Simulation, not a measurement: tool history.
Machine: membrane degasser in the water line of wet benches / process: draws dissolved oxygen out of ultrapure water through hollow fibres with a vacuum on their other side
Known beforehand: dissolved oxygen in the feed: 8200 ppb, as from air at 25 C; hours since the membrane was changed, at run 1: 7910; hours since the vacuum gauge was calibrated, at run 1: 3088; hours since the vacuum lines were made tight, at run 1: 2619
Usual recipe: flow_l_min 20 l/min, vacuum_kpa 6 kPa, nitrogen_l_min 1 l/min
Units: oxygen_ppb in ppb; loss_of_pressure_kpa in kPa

| run | day | flow_l_min | vacuum_kpa | nitrogen_l_min | hours since the membrane was changed | hours since the vacuum gauge was calibrated | hours since the vacuum lines were made tight | oxygen_ppb | loss_of_pressure_kpa |
|---|---|---|---|---|---|---|---|---|---|
| 1 | 0 | 20 | 6 | 1 | 7910 | 3088 | 2619 | 149 | 51.95 |
| 2 | 9.008 | 20 | 6 | 1 | 8126 | 3304 | 2835 | 148.5 | 52.73 |
| 3 | 16.425 | 20 | 6 | 1 | 8304 | 3482 | 3013 | 149.5 | 52.16 |
| 4 | 22.875 | 20 | 6 | 1 | 8459 | 3637 | 3168 | 147.9 | 52.38 |
| 5 | 27.817 | 20 | 5.62 | 1 | 8577 | 3755 | 3286 | 133.8 | 52.19 |
|  | 34.662 | vacuum gauge calibrated |
| 6 | 38.038 | 20 | 5.62 | 1 | 8822 | 81 | 3531 | 132.3 | 52.58 |
| 7 | 47.733 | 20 | 6 | 1.44 | 9055 | 314 | 3764 | 115.8 | 52.39 |
| 8 | 54.475 | 20 | 6 | 1.44 | 9216 | 475 | 3926 | 115.3 | 53.09 |
| 9 | 59.733 | 20 | 6 | 1 | 9343 | 602 | 4052 | 150.3 | 52.78 |
| 10 | 69.346 | 20 | 6 | 1 | 9573 | 832 | 4283 | 153.3 | 53.17 |
| 11 | 75.767 | 20 | 6 | 1 | 9728 | 986 | 4437 | 151.8 | 53.13 |
| 12 | 87.025 | 20 | 6 | 1 | 9998 | 1257 | 4707 | 155.7 | 53.17 |
| 13 | 93.488 | 24 | 10.46 | 1 | 10153 | 1412 | 4862 | 410 | 64.27 |
| 14 | 99.583 | 15 | 8.66 | 0.59 | 10299 | 1558 | 5008 | 307.2 | 40.15 |
| 15 | 106.333 | 15 | 6.83 | 0.59 | 10461 | 1720 | 5170 | 213.8 | 39.99 |
|  | 110.312 | seals of the vacuum lines changed |
| 16 | 117.712 | 12 | 6 | 2.16 | 10732 | 1991 | 178 | 44.5 | 31.91 |
| 17 | 126.971 | 12 | 6 | 2.16 | 10954 | 2213 | 400 | 45.9 | 32.39 |
| 18 | 134.875 | 20 | 10.16 | 1 | 11144 | 2403 | 590 | 334.2 | 53.49 |
|  | 139.912 | membrane cartridge changed |
| 19 | 141.225 | 31 | 3.96 | 1 | 31 | 2551 | 738 | 94.6 | 74.11 |
| 20 | 147.133 | 31 | 3.96 | 1 | 173 | 2693 | 880 | 96.4 | 74.25 |
| 21 | 156.696 | 20 | 3.98 | 1 | 403 | 2923 | 1109 | 53.8 | 48.06 |
| 22 | 166.742 | 14 | 10.96 | 0.74 | 644 | 3164 | 1350 | 329.8 | 33.83 |
| 23 | 177.7 | 20 | 6.2 | 1.49 | 907 | 3427 | 1613 | 111.3 | 48.47 |
| 24 | 187.942 | 20 | 6.2 | 1.49 | 1153 | 3673 | 1859 | 111.1 | 48.2 |

Hidden state or all else? Some run-to-run changes of oxygen_ppb, split into what the settings, what came in and random variation would give without the hidden state, and what is left for the hidden state (with any gauge scatter that isn't in both results):
Hidden state present: membrane still open, %; true pressure behind the membrane over the reading, kPa; air that leaks in behind the membrane, l/min; drift of the gauge itself on oxygen_ppb, %; drift of the gauge itself on loss_of_pressure_kpa, %.
Run 17 -> 18: flow_l_min 12 -> 20, vacuum_kpa 6 -> 10.16, nitrogen_l_min 2.16 -> 1. oxygen_ppb +288.3 ppb: hidden state +12.4, all else +275.9.
Run 18 -> 19: flow_l_min 20 -> 31, vacuum_kpa 10.16 -> 3.96, membrane cartridge changed. oxygen_ppb -239.6 ppb: hidden state -11.2, all else -228.4.
Run 21 -> 22: flow_l_min 20 -> 14, vacuum_kpa 3.98 -> 10.96, nitrogen_l_min 1 -> 0.74. oxygen_ppb +276 ppb: hidden state +0.9, all else +275.1.
